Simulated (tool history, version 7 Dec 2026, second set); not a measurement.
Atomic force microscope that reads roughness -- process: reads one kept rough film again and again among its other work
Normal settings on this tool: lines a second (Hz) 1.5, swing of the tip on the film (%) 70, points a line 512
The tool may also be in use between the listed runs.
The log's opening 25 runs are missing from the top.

| run | hour | lines a second (Hz) | swing of the tip on the film (%) | points a line | roughness of the kept film (nm (root mean square)) |
|---|---|---|---|---|---|
| 26 | 473.3 | 0.59 | 70 | 274 | 0.606 |
| 27 | 492.8 | 1.5 | 82 | 512 | 0.581 |
| 28 | 513.9 | 1.5 | 66 | 440 | 0.592 |
| 29 | 526.6 | 3.45 | 68 | 766 | 0.58 |
|  | 547.8 | new tip fitted |
| 30 | 548.3 | 3.45 | 68 | 766 | 0.605 |
| 31 | 561.4 | 3.45 | 68 | 766 | 0.592 |
| 32 | 573.4 | 1.5 | 71 | 669 | 0.612 |
| 33 | 584.9 | 2.4 | 78 | 669 | 0.584 |
| 34 | 596.8 | 2.4 | 76 | 495 | 0.581 |
| 35 | 619.7 | 0.57 | 66 | 783 | 0.631 |
| 36 | 641.6 | 0.57 | 70 | 701 | 0.618 |
| 37 | 659.1 | 0.57 | 70 | 701 | 0.618 |
| 38 | 681 | 2.89 | 78 | 900 | 0.564 |
| 39 | 701.5 | 2.34 | 82 | 657 | 0.56 |
| 40 | 712.6 | 2.34 | 82 | 657 | 0.56 |
| 41 | 727.9 | 1.5 | 59 | 561 | 0.602 |
|  | 747.6 | new tip fitted |
| 42 | 747.8 | 1.5 | 59 | 561 | 0.627 |
| 43 | 758.6 | 1.5 | 59 | 561 | 0.629 |
| 44 | 770.8 | 0.51 | 59 | 561 | 0.632 |
| 45 | 791.4 | 1.5 | 56 | 901 | 0.634 |
| 46 | 808.9 | 1.5 | 56 | 901 | 0.629 |
| 47 | 833.6 | 1.35 | 69 | 901 | 0.632 |
| 48 | 851.7 | 1.35 | 69 | 901 | 0.609 |
| 49 | 863.1 | 1.35 | 69 | 901 | 0.605 |

Consider 3 possible next runs. They are alternatives, not a sequence: every one starts from the tool as it was left by run 49. What does each give?
| A | 873.8 | 1.35 | 79 | 387 | ? |
| B | 873.8 | 1.27 | 59 | 676 | ? |
| C | 873.8 | 1.35 | 81 | 901 | ? |

| run | roughness of the kept film (nm (root mean square)) |
|---|---|
| A | 0.592 |
| B | 0.62 |
| C | 0.598 |
Without the tool's hidden state the same runs would have given:
| run | roughness of the kept film (nm (root mean square)) |
|---|---|
| A | 0.617 |
| B | 0.646 |
| C | 0.622 |
